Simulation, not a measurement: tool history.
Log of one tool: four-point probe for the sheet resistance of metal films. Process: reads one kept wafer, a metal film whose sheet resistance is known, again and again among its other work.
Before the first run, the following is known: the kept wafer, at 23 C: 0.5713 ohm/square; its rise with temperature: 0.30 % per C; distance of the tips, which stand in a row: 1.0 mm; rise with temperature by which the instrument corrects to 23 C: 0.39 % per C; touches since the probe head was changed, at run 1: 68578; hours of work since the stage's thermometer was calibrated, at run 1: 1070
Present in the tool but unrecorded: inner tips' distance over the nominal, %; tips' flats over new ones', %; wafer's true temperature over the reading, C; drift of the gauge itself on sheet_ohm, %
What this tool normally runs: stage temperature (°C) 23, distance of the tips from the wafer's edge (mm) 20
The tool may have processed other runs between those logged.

| run | hour | stage temperature (°C) | distance of the tips from the wafer's edge (mm) | touches since the probe head was changed | hours of work since the stage's thermometer was calibrated | sheet resistance as the instrument gives it (ohm/square) |
|---|---|---|---|---|---|---|
| 1 | 0 | 23 | 20 | 68578 | 1070 | 0.571992 |
| 2 | 22.6 | 18 | 20 | 69647 | 1084 | 0.574433 |
| 3 | 56.5 | 23 | 20 | 71255 | 1105 | 0.572041 |
| 4 | 91.8 | 23 | 20 | 72928 | 1126 | 0.572131 |
| 5 | 127.9 | 23 | 20 | 74636 | 1149 | 0.57197 |
| 6 | 164.9 | 23 | 20 | 76392 | 1172 | 0.571987 |
| 7 | 212 | 23 | 20 | 78622 | 1201 | 0.571957 |
| 8 | 233.1 | 23 | 20 | 79622 | 1214 | 0.571721 |
| 9 | 271.2 | 23 | 20 | 81425 | 1238 | 0.571959 |
| 10 | 307.1 | 23 | 20 | 83125 | 1260 | 0.571496 |
| 11 | 346.6 | 23 | 20 | 84998 | 1285 | 0.571853 |
| 12 | 390.7 | 23 | 20 | 87089 | 1312 | 0.571731 |
| 13 | 433.8 | 23 | 20 | 89128 | 1339 | 0.571754 |
| 14 | 481.3 | 23 | 20 | 91381 | 1368 | 0.571626 |
| 15 | 516.1 | 28 | 20 | 93029 | 1390 | 0.569178 |
| 16 | 539.6 | 23 | 20 | 94141 | 1404 | 0.571521 |
| 17 | 582 | 30 | 20 | 96151 | 1431 | 0.568172 |
|  | 597.5 | stage's thermometer calibrated |
| 18 | 607.5 | 20 | 20 | 97333 | 6 | 0.573594 |
| 19 | 633.1 | 20 | 20 | 98548 | 22 | 0.573719 |
| 20 | 657.1 | 23 | 4 | 99684 | 37 | 0.590017 |
| 21 | 682.1 | 23 | 5 | 100867 | 52 | 0.583007 |
| 22 | 717.5 | 23 | 5 | 102547 | 74 | 0.583166 |
| 23 | 748.9 | 23 | 10 | 104035 | 94 | 0.574201 |
| 24 | 776.9 | 22 | 43 | 105362 | 111 | 0.57171 |
| 25 | 801 | 33 | 8 | 106501 | 126 | 0.571317 |
| 26 | 835.4 | 29 | 48 | 108131 | 148 | 0.568407 |
| 27 | 858.2 | 28 | 28 | 109211 | 162 | 0.569108 |
| 28 | 885.3 | 30 | 44 | 110496 | 179 | 0.568035 |
| 29 | 921.5 | 20 | 46 | 112211 | 201 | 0.572527 |
| 30 | 954.5 | 20 | 46 | 113775 | 222 | 0.572584 |
| 31 | 986.5 | 20 | 46 | 115288 | 241 | 0.572343 |
| 32 | 1011.1 | 20 | 4 | 116455 | 257 | 0.59085 |
| 33 | 1045 | 25 | 56 | 118060 | 278 | 0.569878 |
| 34 | 1094.1 | 30 | 4 | 120387 | 308 | 0.586046 |
| 35 | 1141.7 | 19 | 3 | 122642 | 338 | 0.604836 |
| 36 | 1185 | 19 | 8 | 124696 | 365 | 0.57757 |
| 37 | 1226.2 | 34 | 10 | 126647 | 390 | 0.568655 |
| 38 | 1255.5 | 34 | 10 | 128035 | 408 | 0.568487 |
| 39 | 1287.7 | 19 | 37 | 129558 | 428 | 0.572899 |
| 40 | 1329.3 | 19 | 60 | 131530 | 454 | 0.572507 |
| 41 | 1357.1 | 30 | 4 | 132846 | 471 | 0.585819 |
| 42 | 1400.9 | 30 | 4 | 134920 | 499 | 0.585798 |
| 43 | 1428.2 | 24 | 14 | 136217 | 516 | 0.571373 |
| 44 | 1454.9 | 20 | 5 | 137479 | 532 | 0.584092 |

Measured less the same run without the tool's hidden state. The same run-to-run variation is in both; the gauge's scatter may not be:
| run | sheet resistance as the instrument gives it (ohm/square) |
|---|---|
| 1 | +0.000024 |
| 2 | -0.000007 |
| 3 | -0.000036 |
| 4 | -0.000071 |
| 5 | -0.000107 |
| 6 | -0.000145 |
| 7 | -0.000193 |
| 8 | -0.000213 |
| 9 | -0.000252 |
| 10 | -0.000287 |
| 11 | -0.00033 |
| 12 | -0.000372 |
| 13 | -0.000417 |
| 14 | -0.000465 |
| 15 | -0.000489 |
| 16 | -0.000527 |
| 17 | -0.000548 |
| 18 | -0.000006 |
| 19 | -0.000033 |
| 20 | -0.000058 |
| 21 | -0.000083 |
| 22 | -0.000119 |
| 23 | -0.000149 |
| 24 | -0.000177 |
| 25 | -0.000194 |
| 26 | -0.00023 |
| 27 | -0.000252 |
| 28 | -0.000275 |
| 29 | -0.000322 |
| 30 | -0.000354 |
| 31 | -0.000388 |
| 32 | -0.000426 |
| 33 | -0.000442 |
| 34 | -0.000502 |
| 35 | -0.00058 |
| 36 | -0.000601 |
| 37 | -0.000617 |
| 38 | -0.000646 |
| 39 | -0.000702 |
| 40 | -0.000743 |
| 41 | -0.000773 |
| 42 | -0.000821 |
| 43 | -0.000837 |
| 44 | -0.000889 |
